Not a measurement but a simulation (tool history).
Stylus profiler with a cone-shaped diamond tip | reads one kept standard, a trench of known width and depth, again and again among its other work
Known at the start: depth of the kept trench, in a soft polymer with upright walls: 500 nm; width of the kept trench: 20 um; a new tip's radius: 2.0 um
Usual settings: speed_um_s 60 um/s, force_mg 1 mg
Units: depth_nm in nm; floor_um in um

run   hour  speed_um_s  force_mg  depth_nm  floor_um
  1      0          60         1    501.25     16.88
  2   17.8          60         1    501.25     16.87
  3   28.1          32         1    501.08     17.04
  4     44          32         1    501.15     17.08
  5   65.7          32         1       501     17.02
  6   88.3          60       0.5    500.54     16.72
  7  105.7          60       0.5    499.95     16.75
  8  124.9          60       0.5    500.31     16.79
  9  139.9          60         1    500.77     16.87
     141.9  -- height scale calibrated on a step standard
 10  157.2         210      0.69    499.93     15.91
 11  176.4         210      0.69    500.07      15.8
 12  188.9         231      1.09    500.61     16.11
 13  211.8          26       0.8    499.92     17.05
 14  227.5          96      0.41    499.62     16.43
 15  241.3         146      2.58    502.23     16.73
     256.7  -- height scale calibrated on a step standard, once more
 16  257.1         146      0.42    500.87     16.01
 17    273         106      1.38    502.18     16.67

Forecast each of these 3 alternatives for the next run:
  A  283.3          22         1         ?         ?
  B  283.3         217      0.88         ?         ?
  C  283.3          25      2.14         ?         ?

run  depth_nm  floor_um
  A    501.92     17.03
  B    501.84     15.95
  C    502.97     17.08
Without the tool's hidden state the same runs would have given:
run  depth_nm  floor_um
  A    501.88     17.23
  B     501.8     16.15
  C    502.93     17.28

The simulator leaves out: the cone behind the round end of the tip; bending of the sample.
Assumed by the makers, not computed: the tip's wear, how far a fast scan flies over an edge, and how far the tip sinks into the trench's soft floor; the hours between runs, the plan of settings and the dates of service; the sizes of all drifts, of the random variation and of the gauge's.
